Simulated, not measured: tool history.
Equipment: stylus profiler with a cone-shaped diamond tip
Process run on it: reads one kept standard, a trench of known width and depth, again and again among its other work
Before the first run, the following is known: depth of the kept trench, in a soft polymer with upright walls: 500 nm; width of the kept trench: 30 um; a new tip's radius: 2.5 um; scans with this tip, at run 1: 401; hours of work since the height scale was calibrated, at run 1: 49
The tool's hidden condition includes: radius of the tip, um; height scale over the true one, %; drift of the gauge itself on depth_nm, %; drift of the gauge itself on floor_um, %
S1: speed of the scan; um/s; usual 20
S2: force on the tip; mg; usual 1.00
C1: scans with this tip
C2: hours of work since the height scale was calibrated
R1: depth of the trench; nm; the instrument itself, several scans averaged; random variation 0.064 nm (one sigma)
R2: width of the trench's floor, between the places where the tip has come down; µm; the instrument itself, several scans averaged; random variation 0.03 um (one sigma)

run   hour  S1    S2    C1   C2      R1     R2
  1    0.0  20  1.00   401   49  502.30  26.83
  2   25.2  20  1.00   515   63  502.36  26.85
  3   49.7  20  1.00   627   77  502.38  26.85
  4   68.4  20  1.00   712   88  502.27  26.85
  5   92.4  20  1.00   821  101  502.16  26.80
  6  116.0  20  0.59   928  114  501.42  26.76
  7  139.2  20  0.59  1034  127  501.54  26.76
  8  153.7  20  1.04  1100  135  502.32  26.76
  9  174.4   8  0.50  1193  147  501.20  26.88
 10  185.9   8  1.00  1246  153  502.22  26.88
 11  196.2  16  0.63  1293  159  501.63  26.72
 12  213.4  35  1.06  1371  169  502.32  26.65
 13  229.0   6  0.40  1442  177  501.00  26.85
 14  251.6  56  0.75  1544  190  501.76  26.41

Measured less the same run without the tool's hidden state. The same run-to-run variation is in both; the gauge's scatter may not be:
run     R1     R2
  1  -0.27  -0.01
  2  -0.27  -0.01
  3  -0.29  -0.03
  4  -0.29  -0.04
  5  -0.30  -0.04
  6  -0.31  -0.05
  7  -0.32  -0.05
  8  -0.33  -0.06
  9  -0.33  -0.07
 10  -0.33  -0.07
 11  -0.34  -0.08
 12  -0.35  -0.09
 13  -0.35  -0.08
 14  -0.36  -0.10
